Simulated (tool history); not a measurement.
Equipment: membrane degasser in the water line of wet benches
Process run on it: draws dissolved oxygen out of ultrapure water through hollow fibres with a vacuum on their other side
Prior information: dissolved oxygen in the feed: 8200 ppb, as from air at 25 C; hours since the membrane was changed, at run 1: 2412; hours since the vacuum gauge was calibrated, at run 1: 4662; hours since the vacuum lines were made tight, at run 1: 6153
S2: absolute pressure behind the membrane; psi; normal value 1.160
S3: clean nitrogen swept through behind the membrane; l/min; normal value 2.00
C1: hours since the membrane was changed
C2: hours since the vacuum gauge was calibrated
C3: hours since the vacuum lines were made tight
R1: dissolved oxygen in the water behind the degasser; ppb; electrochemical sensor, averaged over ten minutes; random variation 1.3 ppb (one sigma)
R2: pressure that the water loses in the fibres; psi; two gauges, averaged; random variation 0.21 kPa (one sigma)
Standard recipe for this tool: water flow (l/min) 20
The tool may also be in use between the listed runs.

{"run": 1, "hour": 0.0, "water flow (l/min)": 20, "S2": 1.16, "S3": 2.0, "C1": 2412, "C2": 4662, "C3": 6153, "R1": 131.1, "R2": 7.504}
{"run": 2, "hour": 194.9, "water flow (l/min)": 20, "S2": 1.16, "S3": 2.0, "C1": 2607, "C2": 4857, "C3": 6348, "R1": 132.5, "R2": 7.58}
{"run": 3, "hour": 341.9, "water flow (l/min)": 20, "S2": 1.16, "S3": 2.0, "C1": 2754, "C2": 5004, "C3": 6495, "R1": 133.5, "R2": 7.512}
{"run": 4, "hour": 430.6, "water flow (l/min)": 20, "S2": 1.16, "S3": 2.0, "C1": 2842, "C2": 5093, "C3": 6583, "R1": 131.5, "R2": 7.551}
{"run": 5, "hour": 602.0, "water flow (l/min)": 20, "S2": 1.16, "S3": 2.0, "C1": 3014, "C2": 5264, "C3": 6755, "R1": 130.6, "R2": 7.617}
{"hour": 666.7, "done": "seals of the vacuum lines changed"}
{"run": 6, "hour": 753.8, "water flow (l/min)": 20, "S2": 1.16, "S3": 2.0, "C1": 3164, "C2": 5414, "C3": 87, "R1": 130.9, "R2": 7.606}
{"run": 7, "hour": 854.6, "water flow (l/min)": 20, "S2": 1.16, "S3": 2.0, "C1": 3265, "C2": 5515, "C3": 188, "R1": 131.0, "R2": 7.613}
{"run": 8, "hour": 965.0, "water flow (l/min)": 20, "S2": 1.16, "S3": 2.0, "C1": 3375, "C2": 5625, "C3": 298, "R1": 131.2, "R2": 7.635}
{"run": 9, "hour": 1111.7, "water flow (l/min)": 16, "S2": 1.16, "S3": 2.0, "C1": 3522, "C2": 5772, "C3": 445, "R1": 101.1, "R2": 6.086}
{"run": 10, "hour": 1268.3, "water flow (l/min)": 16, "S2": 1.16, "S3": 2.0, "C1": 3678, "C2": 5929, "C3": 602, "R1": 100.8, "R2": 6.103}
{"run": 11, "hour": 1391.1, "water flow (l/min)": 20, "S2": 1.16, "S3": 2.0, "C1": 3801, "C2": 6051, "C3": 724, "R1": 132.1, "R2": 7.622}
{"run": 12, "hour": 1482.5, "water flow (l/min)": 20, "S2": 1.16, "S3": 2.0, "C1": 3892, "C2": 6143, "C3": 816, "R1": 130.6, "R2": 7.725}
{"run": 13, "hour": 1686.7, "water flow (l/min)": 20, "S2": 1.16, "S3": 2.0, "C1": 4097, "C2": 6347, "C3": 1020, "R1": 132.6, "R2": 7.7}
{"run": 14, "hour": 1810.3, "water flow (l/min)": 20, "S2": 1.16, "S3": 2.0, "C1": 4220, "C2": 6471, "C3": 1144, "R1": 134.4, "R2": 7.715}
{"run": 15, "hour": 1968.6, "water flow (l/min)": 20, "S2": 1.16, "S3": 5.86, "C1": 4378, "C2": 6629, "C3": 1302, "R1": 57.9, "R2": 7.742}
{"run": 16, "hour": 2088.7, "water flow (l/min)": 20, "S2": 1.16, "S3": 5.86, "C1": 4499, "C2": 6749, "C3": 1422, "R1": 58.5, "R2": 7.775}
{"run": 17, "hour": 2225.8, "water flow (l/min)": 20, "S2": 0.754, "S3": 5.71, "C1": 4636, "C2": 6886, "C3": 1559, "R1": 36.4, "R2": 7.758}
{"run": 18, "hour": 2343.7, "water flow (l/min)": 20, "S2": 2.207, "S3": 4.72, "C1": 4754, "C2": 7004, "C3": 1677, "R1": 142.0, "R2": 7.703}
{"run": 19, "hour": 2479.6, "water flow (l/min)": 13, "S2": 2.207, "S3": 4.72, "C1": 4889, "C2": 7140, "C3": 1813, "R1": 87.1, "R2": 5.05}
{"run": 20, "hour": 2609.7, "water flow (l/min)": 20, "S2": 1.16, "S3": 2.73, "C1": 5020, "C2": 7270, "C3": 1943, "R1": 104.5, "R2": 7.813}
{"run": 21, "hour": 2736.9, "water flow (l/min)": 18, "S2": 1.16, "S3": 5.67, "C1": 5147, "C2": 7397, "C3": 2070, "R1": 51.2, "R2": 7.024}
{"run": 22, "hour": 2911.5, "water flow (l/min)": 18, "S2": 1.16, "S3": 0.97, "C1": 5321, "C2": 7572, "C3": 2245, "R1": 219.1, "R2": 7.055}
{"run": 23, "hour": 3117.0, "water flow (l/min)": 24, "S2": 1.92, "S3": 2.64, "C1": 5527, "C2": 7777, "C3": 2450, "R1": 247.0, "R2": 9.488}
{"run": 24, "hour": 3297.1, "water flow (l/min)": 24, "S2": 1.92, "S3": 1.23, "C1": 5707, "C2": 7957, "C3": 2630, "R1": 451.5, "R2": 9.456}
{"run": 25, "hour": 3457.9, "water flow (l/min)": 21, "S2": 0.994, "S3": 2.83, "C1": 5868, "C2": 8118, "C3": 2791, "R1": 91.6, "R2": 8.234}
{"run": 26, "hour": 3645.6, "water flow (l/min)": 21, "S2": 1.12, "S3": 2.83, "C1": 6055, "C2": 8306, "C3": 2979, "R1": 106.6, "R2": 8.325}
{"hour": 3704.2, "done": "vacuum gauge calibrated"}
{"run": 27, "hour": 3784.2, "water flow (l/min)": 21, "S2": 0.802, "S3": 0.81, "C1": 6194, "C2": 80, "C3": 3117, "R1": 155.0, "R2": 8.29}
{"run": 28, "hour": 3885.2, "water flow (l/min)": 21, "S2": 0.802, "S3": 0.81, "C1": 6295, "C2": 181, "C3": 3218, "R1": 150.5, "R2": 8.285}
{"run": 29, "hour": 4069.6, "water flow (l/min)": 19, "S2": 0.705, "S3": 0.81, "C1": 6479, "C2": 365, "C3": 3402, "R1": 103.0, "R2": 7.546}
{"run": 30, "hour": 4231.3, "water flow (l/min)": 21, "S2": 1.785, "S3": 2.52, "C1": 6641, "C2": 527, "C3": 3564, "R1": 208.7, "R2": 8.418}
{"run": 31, "hour": 4394.6, "water flow (l/min)": 29, "S2": 1.785, "S3": 2.52, "C1": 6804, "C2": 690, "C3": 3727, "R1": 302.1, "R2": 11.613}
{"run": 32, "hour": 4588.1, "water flow (l/min)": 25, "S2": 0.759, "S3": 3.69, "C1": 6998, "C2": 884, "C3": 3921, "R1": 78.4, "R2": 9.979}

Here are 4 independent what-if runs from the current tool condition. What would each one return?
{"run": "A", "hour": 4677.5, "water flow (l/min)": 25, "S2": 0.759, "S3": 0.95, "C1": 7087, "C2": 973, "C3": 4010, "R1": "?", "R2": "?"}
{"run": "B", "hour": 4677.5, "water flow (l/min)": 22, "S2": 0.757, "S3": 2.66, "C1": 7087, "C2": 973, "C3": 4010, "R1": "?", "R2": "?"}
{"run": "C", "hour": 4677.5, "water flow (l/min)": 20, "S2": 1.997, "S3": 2.0, "C1": 7087, "C2": 973, "C3": 4010, "R1": "?", "R2": "?"}
{"run": "D", "hour": 4677.5, "water flow (l/min)": 13, "S2": 1.326, "S3": 1.13, "C1": 7087, "C2": 973, "C3": 4010, "R1": "?", "R2": "?"}

run=A R1=158.3 R2=9.995
run=B R1=70.4 R2=8.769
run=C R1=271.5 R2=8.038
run=D R1=164.0 R2=5.201
Without the tool's unlogged condition, the same runs would have read:
run=A R1=137.8 R2=9.105
run=B R1=56.5 R2=7.984
run=C R1=258.7 R2=7.320
run=D R1=158.2 R2=4.735
